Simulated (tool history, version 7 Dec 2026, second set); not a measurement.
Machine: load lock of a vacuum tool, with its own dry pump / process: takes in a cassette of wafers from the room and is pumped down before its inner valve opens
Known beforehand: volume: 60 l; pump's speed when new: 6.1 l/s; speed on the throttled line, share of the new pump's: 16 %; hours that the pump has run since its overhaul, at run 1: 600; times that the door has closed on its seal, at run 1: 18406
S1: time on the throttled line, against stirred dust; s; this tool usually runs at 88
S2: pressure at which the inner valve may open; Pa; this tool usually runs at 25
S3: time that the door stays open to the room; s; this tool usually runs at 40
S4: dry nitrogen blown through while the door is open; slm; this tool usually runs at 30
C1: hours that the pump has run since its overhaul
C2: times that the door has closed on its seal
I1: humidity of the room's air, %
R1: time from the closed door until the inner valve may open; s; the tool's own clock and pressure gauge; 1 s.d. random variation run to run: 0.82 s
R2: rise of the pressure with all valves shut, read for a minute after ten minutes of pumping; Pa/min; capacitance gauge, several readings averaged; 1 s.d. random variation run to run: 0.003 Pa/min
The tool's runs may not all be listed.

run 1 hour=0.0 | S1=88 S2=25 S3=40 S4=30 | C1=600 C2=18406 | I1=42.9 | R1=156.8 R2=0.134
run 2 hour=313.5 | S1=88 S2=25 S3=40 S4=30 | C1=914 C2=19467 | I1=43.6 | R1=157.7 R2=0.151
run 3 hour=500.9 | S1=88 S2=25 S3=40 S4=30 | C1=1101 C2=20101 | I1=45.5 | R1=156.6 R2=0.153
run 4 hour=657.2 | S1=88 S2=25 S3=40 S4=30 | C1=1257 C2=20630 | I1=46.2 | R1=157.1 R2=0.160
run 5 hour=920.1 | S1=88 S2=25 S3=40 S4=30 | C1=1520 C2=21519 | I1=47.8 | R1=156.7 R2=0.173
run 6 hour=1200.3 | S1=88 S2=25 S3=40 S4=30 | C1=1801 C2=22467 | I1=41.9 | R1=156.8 R2=0.192
run 7 hour=1383.3 | S1=88 S2=25 S3=40 S4=30 | C1=1983 C2=23086 | I1=44.7 | R1=157.9 R2=0.198
run 8 hour=1625.4 | S1=91 S2=20 S3=40 S4=30 | C1=2226 C2=23905 | I1=43.4 | R1=163.9 R2=0.208
run 9 hour=1996.0 | S1=91 S2=47 S3=56 S4=19 | C1=2596 C2=25159 | I1=45.0 | R1=154.1 R2=0.233
run 10 hour=2355.0 | S1=91 S2=18 S3=56 S4=19 | C1=2955 C2=26374 | I1=47.8 | R1=165.0 R2=0.253
-- hour=2493.8 door's seal changed, seat wiped
run 11 hour=2554.7 | S1=91 S2=22 S3=150 S4=23 | C1=3153 C2=207 | I1=46.4 | R1=162.3 R2=0.039
run 12 hour=2837.9 | S1=143 S2=25 S3=40 S4=30 | C1=3437 C2=1164 | I1=44.5 | R1=204.5 R2=0.022
run 13 hour=3130.7 | S1=88 S2=25 S3=40 S4=6 | C1=3729 C2=2155 | I1=44.2 | R1=158.1 R2=0.044

Here are 5 independent what-if runs from the current tool condition. What would each one return?
run A hour=3458.9 | S1=58 S2=23 S3=159 S4=30 | C1=4058 C2=3266 | I1=44.1 | R1=? R2=?
run B hour=3458.9 | S1=88 S2=25 S3=70 S4=31 | C1=4058 C2=3266 | I1=43.6 | R1=? R2=?
run C hour=3458.9 | S1=88 S2=25 S3=40 S4=21 | C1=4058 C2=3266 | I1=48.4 | R1=? R2=?
run D hour=3458.9 | S1=48 S2=21 S3=40 S4=31 | C1=4058 C2=3266 | I1=42.3 | R1=? R2=?
run E hour=3458.9 | S1=100 S2=27 S3=40 S4=15 | C1=4058 C2=3266 | I1=43.1 | R1=? R2=?

run=A R1=134.0 R2=0.040
run=B R1=159.1 R2=0.034
run=C R1=159.6 R2=0.039
run=D R1=125.8 R2=0.033
run=E R1=168.3 R2=0.037
Take away the tool's hidden state, keep each run's random variation, and the runs would have read:
run=A R1=131.2 R2=0.029
run=B R1=156.3 R2=0.023
run=C R1=156.8 R2=0.029
run=D R1=122.9 R2=0.022
run=E R1=165.8 R2=0.026

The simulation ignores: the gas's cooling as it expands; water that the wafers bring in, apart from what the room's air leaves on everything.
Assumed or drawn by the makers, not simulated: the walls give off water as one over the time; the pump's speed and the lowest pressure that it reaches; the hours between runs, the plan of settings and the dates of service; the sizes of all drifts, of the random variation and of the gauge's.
